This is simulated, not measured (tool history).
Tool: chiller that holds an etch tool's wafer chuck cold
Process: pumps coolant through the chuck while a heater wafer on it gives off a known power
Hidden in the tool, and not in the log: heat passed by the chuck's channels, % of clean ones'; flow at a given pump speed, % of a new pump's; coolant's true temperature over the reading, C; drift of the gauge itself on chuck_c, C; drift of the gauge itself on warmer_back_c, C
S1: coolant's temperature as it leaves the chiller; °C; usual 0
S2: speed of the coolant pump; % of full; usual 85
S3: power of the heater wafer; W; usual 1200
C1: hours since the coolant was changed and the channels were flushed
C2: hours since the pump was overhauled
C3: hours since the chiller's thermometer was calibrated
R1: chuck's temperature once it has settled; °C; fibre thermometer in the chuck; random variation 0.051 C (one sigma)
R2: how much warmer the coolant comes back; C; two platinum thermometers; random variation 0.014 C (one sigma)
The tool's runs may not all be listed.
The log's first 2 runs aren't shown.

Run 3, hour 117.4: usual settings but S3 963 W; C1 805; C2 1258; C3 805. Result: R1 6.13 °C, R2 2.78 C.
Run 4, hour 172.1: usual settings but S3 963 W; C1 859; C2 1313; C3 859. Result: R1 6.18 °C, R2 2.77 C.
Run 5, hour 223.3: usual settings; C1 910; C2 1364; C3 910. Result: R1 7.65 °C, R2 3.44 C.
Run 6, hour 278.5: usual settings; C1 966; C2 1419; C3 966. Result: R1 7.76 °C, R2 3.48 C.
Run 7, hour 312.5: usual settings but S2 68 % of full; C1 1000; C2 1453; C3 1000. Result: R1 9.28 °C, R2 4.48 C.
Run 8, hour 348.6: usual settings; C1 1036; C2 1489; C3 1036. Result: R1 7.75 °C, R2 3.47 C.
Run 9, hour 386.9: usual settings but S2 71 % of full; C1 1074; C2 1527; C3 1074. Result: R1 8.99 °C, R2 4.25 C.
Run 10, hour 441.1: usual settings but S2 71 % of full; C1 1128; C2 1582; C3 1128. Result: R1 9.06 °C, R2 4.25 C.
Run 11, hour 483.2: usual settings but S2 71 % of full; C1 1170; C2 1624; C3 1170. Result: R1 9.04 °C, R2 4.25 C.
Run 12, hour 530.7: usual settings but S2 71 % of full; C1 1218; C2 1671; C3 1218. Result: R1 8.94 °C, R2 4.26 C.
Run 13, hour 572.3: usual settings but S2 86 % of full; C1 1259; C2 1713; C3 1259. Result: R1 7.68 °C, R2 3.41 C.
Run 14, hour 620.3: usual settings but S2 86 % of full; C1 1307; C2 1761; C3 1307. Result: R1 7.67 °C, R2 3.41 C.
Run 15, hour 669.8: usual settings but S2 86 % of full; C1 1357; C2 1810; C3 1357. Result: R1 7.62 °C, R2 3.41 C.
Run 16, hour 723: usual settings but S1 5 °C, S3 1778 W; C1 1410; C2 1863; C3 1410. Result: R1 16.43 °C, R2 5.12 C.
Run 17, hour 771.4: usual settings but S1 3 °C, S2 87 % of full; C1 1458; C2 1912; C3 1458. Result: R1 10.5 °C, R2 3.39 C.
Run 18, hour 817.9: usual settings but S1 -7 °C, S2 91 % of full, S3 759 W; C1 1505; C2 1958; C3 1505. Result: R1 -2.41 °C, R2 2.02 C.
Run 19, hour 882.1: usual settings but S1 -7 °C, S2 91 % of full, S3 759 W; C1 1569; C2 2023; C3 1569. Result: R1 -2.35 °C, R2 2.05 C.
Run 20, hour 913.1: usual settings but S1 -7 °C, S2 83 % of full, S3 759 W; C1 1600; C2 2054; C3 1600. Result: R1 -2.02 °C, R2 2.29 C.
Run 21, hour 955: usual settings but S2 99 % of full, S3 1765 W; C1 1642; C2 2096; C3 1642. Result: R1 10.05 °C, R2 4.27 C.

The next listed run, before its measurement:
Run 22, hour 1007.2: usual settings but S1 -1 °C, S3 906 W; C1 1694; C2 2148; C3 1694. Result: R1 ?, R2 ?.

{"run 22": {"R1": 4.78, "R2": 2.63}}
Without the tool's hidden state the same run would have given R1 4.78 °C, R2 2.63 C.
